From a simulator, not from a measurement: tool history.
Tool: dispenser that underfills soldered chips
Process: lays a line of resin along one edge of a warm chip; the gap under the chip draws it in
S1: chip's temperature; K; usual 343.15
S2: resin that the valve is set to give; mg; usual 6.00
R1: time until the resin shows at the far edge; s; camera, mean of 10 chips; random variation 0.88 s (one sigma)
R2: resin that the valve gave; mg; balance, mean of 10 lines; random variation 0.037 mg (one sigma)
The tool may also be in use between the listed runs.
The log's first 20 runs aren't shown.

Run 21, hour 89.7: usual settings but S1 339.15 K, S2 5.86 mg. Result: R1 130.2 s, R2 5.70 mg.
At hour 94.9: new syringe of resin.
Run 22, hour 95.5: usual settings but S1 329.15 K, S2 5.69 mg. Result: R1 150.5 s, R2 5.61 mg.
Run 23, hour 100.1: usual settings but S1 329.15 K, S2 5.69 mg. Result: R1 181.1 s, R2 5.53 mg.
Run 24, hour 105.3: usual settings but S1 330.15 K, S2 6.68 mg. Result: R1 204.2 s, R2 6.48 mg.
At hour 108.2: new syringe of resin.
Run 25, hour 108.7: usual settings but S1 330.15 K, S2 6.68 mg. Result: R1 143.4 s, R2 6.49 mg.
Run 26, hour 113.5: usual settings but S2 6.20 mg. Result: R1 98.7 s, R2 6.05 mg.
Run 27, hour 118.5: usual settings but S1 356.15 K, S2 7.22 mg. Result: R1 71.4 s, R2 7.03 mg.
At hour 121.3: new syringe of resin.
Run 28, hour 122.9: usual settings but S1 344.15 K, S2 5.69 mg. Result: R1 82.6 s, R2 5.52 mg.
Run 29, hour 128.1: usual settings but S1 358.15 K, S2 5.72 mg. Result: R1 58.0 s, R2 5.47 mg.
Run 30, hour 132.7: usual settings but S1 333.15 K, S2 7.46 mg. Result: R1 184.6 s, R2 7.17 mg.
At hour 134.7: new syringe of resin.
Run 31, hour 137.6: usual settings but S1 338.15 K, S2 5.71 mg. Result: R1 110.6 s, R2 5.52 mg.
Run 32, hour 142.8: usual settings but S1 341.15 K, S2 6.76 mg. Result: R1 115.2 s, R2 6.55 mg.
At hour 148.0: new syringe of resin.
Run 33, hour 148.1: usual settings but S1 341.15 K, S2 6.76 mg. Result: R1 85.9 s, R2 6.53 mg.
Run 34, hour 150.4: usual settings but S1 328.15 K, S2 5.11 mg. Result: R1 175.6 s, R2 4.99 mg.
Run 35, hour 153.8: usual settings but S1 330.15 K, S2 6.46 mg. Result: R1 173.1 s, R2 6.25 mg.
Run 36, hour 158.8: usual settings but S1 354.15 K, S2 5.24 mg. Result: R1 80.1 s, R2 4.95 mg.

3 ways to go on from here, each from the tool as it stands after run 36. What would each give?
At hour 161.2: new syringe of resin.
Run A, hour 162.8: usual settings but S1 337.15 K, S2 5.13 mg. Result: R1 ?, R2 ?.
At hour 161.2: new syringe of resin.
Run B, hour 162.8: usual settings but S2 7.61 mg. Result: R1 ?, R2 ?.
At hour 161.2: new syringe of resin.
Run C, hour 162.8: usual settings but S1 334.15 K. Result: R1 ?, R2 ?.

run     R1    R2
  A  111.1  4.90
  B   82.2  7.31
  C  123.8  5.73
Without the tool's hidden state the same runs would have given:
run     R1    R2
  A  108.9  5.13
  B   81.4  7.65
  C  122.2  6.00
